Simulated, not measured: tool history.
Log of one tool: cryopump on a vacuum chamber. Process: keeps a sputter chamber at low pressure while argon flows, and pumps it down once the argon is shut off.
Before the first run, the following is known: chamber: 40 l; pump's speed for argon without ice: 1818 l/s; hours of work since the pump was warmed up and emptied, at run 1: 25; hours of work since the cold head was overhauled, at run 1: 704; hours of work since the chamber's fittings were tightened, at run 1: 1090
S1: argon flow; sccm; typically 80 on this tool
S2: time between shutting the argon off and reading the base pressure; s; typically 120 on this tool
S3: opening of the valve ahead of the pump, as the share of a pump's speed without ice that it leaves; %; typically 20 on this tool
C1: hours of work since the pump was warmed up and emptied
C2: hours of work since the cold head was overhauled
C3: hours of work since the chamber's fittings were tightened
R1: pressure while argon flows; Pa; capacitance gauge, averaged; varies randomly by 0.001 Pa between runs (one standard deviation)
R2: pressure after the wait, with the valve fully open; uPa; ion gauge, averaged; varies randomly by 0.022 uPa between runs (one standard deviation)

run   hour   S1   S2  S3   C1   C2    C3      R1    R2
  1      0   80  120  20   25  704  1090  0.3745  0.74
  2   17.9   80  120  20   40  719  1105  0.3727  0.74
  3   36.2   80  120  20   56  735  1121  0.3744  0.76
  4   53.4   80  120  20   71  750  1136  0.3751   0.8
  5   67.1   80  120  20   83  762  1148  0.3738  0.73
  6   78.2   80  215  20   93  772  1158   0.375  0.56
  7   99.3  149  120  20  111  790  1176  0.7011  0.76
  8  119.2   80  240  20  129  808  1194  0.3778  0.61
  9  138.8   80  240  20  146  825  1211  0.3786  0.62
 10  148.4   80  240  20  154  833  1219  0.3792  0.58
 11    161   33  129  40  165  844  1230  0.0797  0.72
 12  181.7  143  120  18  183  862  1248   0.755  0.79
 13  199.3  103   26  29  198  878  1264  0.3406  2.18
 14  218.3  103   26  29  215  894  1280  0.3421  2.16
 15  229.5   72  124  30  225  904  1290  0.2315  0.81
 16  247.4   80  190  23  240  920  1306  0.3349  0.68
 17  256.2   80  190  23  248  927  1313  0.3337  0.68
 18  267.9   42  173  20  258  938  1324   0.201  0.69

Branching from run 18: 5 alternative next runs. What would each branch give?
  A  286.8   80  92  20  275  954  1340   ?   ?
  B  286.8   42  86  46  275  954  1340   ?   ?
  C  286.8   38  28  40  275  954  1340   ?   ?
  D  286.8  102  47  20  275  954  1340   ?   ?
  E  286.8  103  65  20  275  954  1340   ?   ?

run      R1    R2
  A  0.3822  0.91
  B  0.0903  0.93
  C  0.0936  2.06
  D  0.4896  1.41
  E  0.4926  1.18
Take away the tool's hidden state, keep each run's random variation, and the runs would have read:
run      R1    R2
  A  0.3712  0.63
  B  0.0844  0.67
  C  0.0884  1.78
  D  0.4755  1.12
  E  0.4784  0.89
